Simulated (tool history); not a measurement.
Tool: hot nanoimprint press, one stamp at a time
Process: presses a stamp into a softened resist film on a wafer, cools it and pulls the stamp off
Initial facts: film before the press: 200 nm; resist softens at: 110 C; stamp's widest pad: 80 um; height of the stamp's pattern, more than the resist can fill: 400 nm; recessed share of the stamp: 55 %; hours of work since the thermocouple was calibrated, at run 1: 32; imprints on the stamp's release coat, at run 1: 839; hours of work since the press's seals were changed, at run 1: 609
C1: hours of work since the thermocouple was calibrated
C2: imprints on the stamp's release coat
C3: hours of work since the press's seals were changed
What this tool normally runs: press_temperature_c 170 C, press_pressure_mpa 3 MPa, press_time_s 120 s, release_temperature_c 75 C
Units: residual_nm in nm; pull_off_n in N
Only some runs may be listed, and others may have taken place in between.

run 1 hour=0 | press_temperature_c=170 press_pressure_mpa=3 press_time_s=120 release_temperature_c=75 | C1=32 C2=839 C3=609 | residual_nm=108.7 pull_off_n=102.9
run 2 hour=31.3 | press_temperature_c=170 press_pressure_mpa=3 press_time_s=120 release_temperature_c=75 | C1=49 C2=961 C3=626 | residual_nm=108.2 pull_off_n=102.7
-- hour=51.5 stamp cleaned and given a new release coat
run 3 hour=59.2 | press_temperature_c=170 press_pressure_mpa=3 press_time_s=120 release_temperature_c=68 | C1=60 C2=30 C3=638 | residual_nm=108.3 pull_off_n=102.8
run 4 hour=84 | press_temperature_c=170 press_pressure_mpa=3 press_time_s=120 release_temperature_c=68 | C1=74 C2=127 C3=651 | residual_nm=108.4 pull_off_n=102.5
-- hour=104.3 press's hydraulic seals changed and the load cell set to zero
run 5 hour=130.4 | press_temperature_c=170 press_pressure_mpa=3 press_time_s=120 release_temperature_c=68 | C1=94 C2=277 C3=14 | residual_nm=106.3 pull_off_n=105.6
run 6 hour=154.8 | press_temperature_c=170 press_pressure_mpa=3 press_time_s=120 release_temperature_c=68 | C1=107 C2=372 C3=27 | residual_nm=106.4 pull_off_n=107.1
run 7 hour=173.1 | press_temperature_c=170 press_pressure_mpa=3 press_time_s=120 release_temperature_c=72 | C1=117 C2=444 C3=37 | residual_nm=106.3 pull_off_n=101.1
run 8 hour=189.5 | press_temperature_c=170 press_pressure_mpa=4.21 press_time_s=120 release_temperature_c=72 | C1=126 C2=507 C3=46 | residual_nm=91.6 pull_off_n=101.4
run 9 hour=207.8 | press_temperature_c=170 press_pressure_mpa=3 press_time_s=120 release_temperature_c=67 | C1=136 C2=579 C3=55 | residual_nm=105.9 pull_off_n=113.7
run 10 hour=238.8 | press_temperature_c=170 press_pressure_mpa=3 press_time_s=120 release_temperature_c=67 | C1=152 C2=700 C3=72 | residual_nm=106 pull_off_n=114.8
run 11 hour=266.5 | press_temperature_c=170 press_pressure_mpa=3 press_time_s=62 release_temperature_c=75 | C1=167 C2=808 C3=87 | residual_nm=130.3 pull_off_n=101.5
run 12 hour=284.2 | press_temperature_c=170 press_pressure_mpa=3 press_time_s=62 release_temperature_c=75 | C1=177 C2=877 C3=96 | residual_nm=130 pull_off_n=101.3
-- hour=324.5 stamp cleaned and given a new release coat
run 13 hour=327.4 | press_temperature_c=170 press_pressure_mpa=3 press_time_s=62 release_temperature_c=75 | C1=196 C2=11 C3=116 | residual_nm=129.6 pull_off_n=90.4
run 14 hour=364.7 | press_temperature_c=170 press_pressure_mpa=3 press_time_s=62 release_temperature_c=75 | C1=216 C2=156 C3=136 | residual_nm=129.6 pull_off_n=92.4
run 15 hour=386.1 | press_temperature_c=170 press_pressure_mpa=3 press_time_s=62 release_temperature_c=75 | C1=228 C2=240 C3=148 | residual_nm=129.2 pull_off_n=93
run 16 hour=409.1 | press_temperature_c=170 press_pressure_mpa=2.52 press_time_s=237 release_temperature_c=78 | C1=240 C2=329 C3=160 | residual_nm=89.1 pull_off_n=87.9
run 17 hour=434.2 | press_temperature_c=170 press_pressure_mpa=2.52 press_time_s=237 release_temperature_c=78 | C1=254 C2=428 C3=173 | residual_nm=88.8 pull_off_n=89.9
run 18 hour=456.4 | press_temperature_c=173 press_pressure_mpa=2.52 press_time_s=174 release_temperature_c=78 | C1=265 C2=514 C3=185 | residual_nm=90.8 pull_off_n=89.8
run 19 hour=492 | press_temperature_c=173 press_pressure_mpa=2.52 press_time_s=91 release_temperature_c=78 | C1=284 C2=653 C3=204 | residual_nm=113.8 pull_off_n=94.4
run 20 hour=517.8 | press_temperature_c=166 press_pressure_mpa=2.52 press_time_s=91 release_temperature_c=76 | C1=298 C2=754 C3=218 | residual_nm=136 pull_off_n=98.5
run 21 hour=544.4 | press_temperature_c=166 press_pressure_mpa=2.52 press_time_s=91 release_temperature_c=76 | C1=312 C2=857 C3=232 | residual_nm=135.1 pull_off_n=98.7
run 22 hour=559.9 | press_temperature_c=166 press_pressure_mpa=2.52 press_time_s=91 release_temperature_c=76 | C1=321 C2=918 C3=241 | residual_nm=135 pull_off_n=100.4
-- hour=590.5 stamp cleaned and given a new release coat
run 23 hour=590.9 | press_temperature_c=175 press_pressure_mpa=2.02 press_time_s=104 release_temperature_c=63 | C1=334 C2=1 C3=254 | residual_nm=112.2 pull_off_n=107.8
run 24 hour=625.1 | press_temperature_c=175 press_pressure_mpa=2.02 press_time_s=104 release_temperature_c=63 | C1=352 C2=135 C3=272 | residual_nm=112.3 pull_off_n=110.7
run 25 hour=661.7 | press_temperature_c=175 press_pressure_mpa=2.02 press_time_s=104 release_temperature_c=63 | C1=372 C2=277 C3=292 | residual_nm=112.5 pull_off_n=114.1
run 26 hour=692.1 | press_temperature_c=176 press_pressure_mpa=4.5 press_time_s=68 release_temperature_c=65 | C1=388 C2=396 C3=308 | residual_nm=90.4 pull_off_n=110.3
-- hour=718.6 plate thermocouple calibrated
run 27 hour=720.2 | press_temperature_c=162 press_pressure_mpa=4.19 press_time_s=188 release_temperature_c=61 | C1=1 C2=494 C3=321 | residual_nm=103.7 pull_off_n=122.9
run 28 hour=745.6 | press_temperature_c=170 press_pressure_mpa=3 press_time_s=101 release_temperature_c=66 | C1=14 C2=593 C3=335 | residual_nm=114 pull_off_n=113.6
run 29 hour=763.4 | press_temperature_c=170 press_pressure_mpa=3 press_time_s=77 release_temperature_c=74 | C1=24 C2=662 C3=345 | residual_nm=124.2 pull_off_n=102.9

Here are 4 independent what-if runs from the current tool condition. What would each one return?
run A hour=797.2 | press_temperature_c=170 press_pressure_mpa=3 press_time_s=240 release_temperature_c=75 | C1=42 C2=794 C3=363 | residual_nm=? pull_off_n=?
run B hour=797.2 | press_temperature_c=170 press_pressure_mpa=3 press_time_s=175 release_temperature_c=74 | C1=42 C2=794 C3=363 | residual_nm=? pull_off_n=?
run C hour=797.2 | press_temperature_c=165 press_pressure_mpa=3 press_time_s=212 release_temperature_c=80 | C1=42 C2=794 C3=363 | residual_nm=? pull_off_n=?
run D hour=797.2 | press_temperature_c=170 press_pressure_mpa=3.82 press_time_s=93 release_temperature_c=64 | C1=42 C2=794 C3=363 | residual_nm=? pull_off_n=?

run=A residual_nm=83.8 pull_off_n=101.5
run=B residual_nm=94.4 pull_off_n=101.8
run=C residual_nm=103.2 pull_off_n=91.5
run=D residual_nm=106.3 pull_off_n=123.4
Without the tool's unlogged condition, the same runs would have read:
run=A residual_nm=83.5 pull_off_n=90.4
run=B residual_nm=94.1 pull_off_n=90.6
run=C residual_nm=103 pull_off_n=81.5
run=D residual_nm=105.7 pull_off_n=109.8
